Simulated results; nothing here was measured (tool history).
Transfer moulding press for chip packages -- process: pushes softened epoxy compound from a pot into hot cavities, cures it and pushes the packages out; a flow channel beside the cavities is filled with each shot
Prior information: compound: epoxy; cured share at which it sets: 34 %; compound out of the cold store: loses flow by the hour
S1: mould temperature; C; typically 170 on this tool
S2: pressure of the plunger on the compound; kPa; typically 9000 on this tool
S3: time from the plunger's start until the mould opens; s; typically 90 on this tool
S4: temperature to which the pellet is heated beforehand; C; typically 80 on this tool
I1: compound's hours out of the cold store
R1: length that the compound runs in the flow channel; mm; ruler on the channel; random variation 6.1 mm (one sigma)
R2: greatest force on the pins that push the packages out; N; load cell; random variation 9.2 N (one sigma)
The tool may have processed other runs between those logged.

run	hour	S1	S2	S3	S4	I1	R1	R2
1	0.0	170	9000	90	80	29.8	942	406
2	16.7	170	9000	90	71	26.6	944	436
# hour 24.5: cavities cleaned with cleaning compound and waxed
3	44.5	170	9000	90	71	10.1	981	445
4	62.7	170	9000	90	71	16.1	969	419
5	86.1	170	9000	127	71	20.0	961	379
6	102.2	170	9000	90	80	9.0	984	431
# hour 120.0: cavities cleaned with cleaning compound and waxed
7	125.1	170	9000	90	80	28.0	936	418
8	150.7	170	9000	113	80	41.0	904	368
9	168.5	170	9000	90	80	29.0	943	439
10	184.0	170	9000	90	80	40.8	925	417
11	199.8	170	9000	90	80	22.5	967	422
# hour 215.6: cavities cleaned with cleaning compound and waxed
12	221.2	170	9000	90	80	17.3	956	413
13	239.2	170	9000	90	80	44.5	909	419
14	252.3	178	9000	90	80	33.6	898	385
15	275.7	170	9000	90	80	11.1	982	431
16	292.9	170	9000	90	80	21.3	961	427
# hour 311.1: cavities cleaned with cleaning compound and waxed
17	314.8	175	7330	129	76	40.1	813	378
18	335.5	175	7330	129	76	28.4	830	384
19	353.4	167	8470	129	76	18.7	952	397
20	374.1	167	8470	129	76	37.5	912	386
21	397.6	167	8470	113	76	21.3	937	396
# hour 407.6: cavities cleaned with cleaning compound and waxed
22	412.4	171	8470	113	88	21.8	929	384
# hour 433.3: plunger's sealing rings changed
23	439.2	168	10130	91	88	17.0	1042	452
24	453.7	174	7870	105	76	43.9	843	372
25	479.8	174	7870	99	75	8.3	899	383
26	499.7	174	7870	99	75	37.0	845	391
# hour 507.0: cavities cleaned with cleaning compound and waxed
27	513.4	168	9000	130	85	20.5	961	382
28	533.3	164	9000	100	80	13.0	1001	475
29	559.2	170	10120	88	80	41.7	979	425

Below are 4 alternative next runs, each starting from the tool's condition after run 29. Predict each:
A	570.6	170	8840	90	83	26.3	?	?
B	570.6	170	8580	99	87	38.9	?	?
C	570.6	172	10120	99	73	18.3	?	?
D	570.6	170	9000	118	80	35.1	?	?

run	R1	R2
A	928	432
B	912	399
C	1017	391
D	934	386
With the hidden condition removed and each run's random variation left untouched, the same runs would have given:
run	R1	R2
A	928	426
B	912	393
C	1018	385
D	935	380
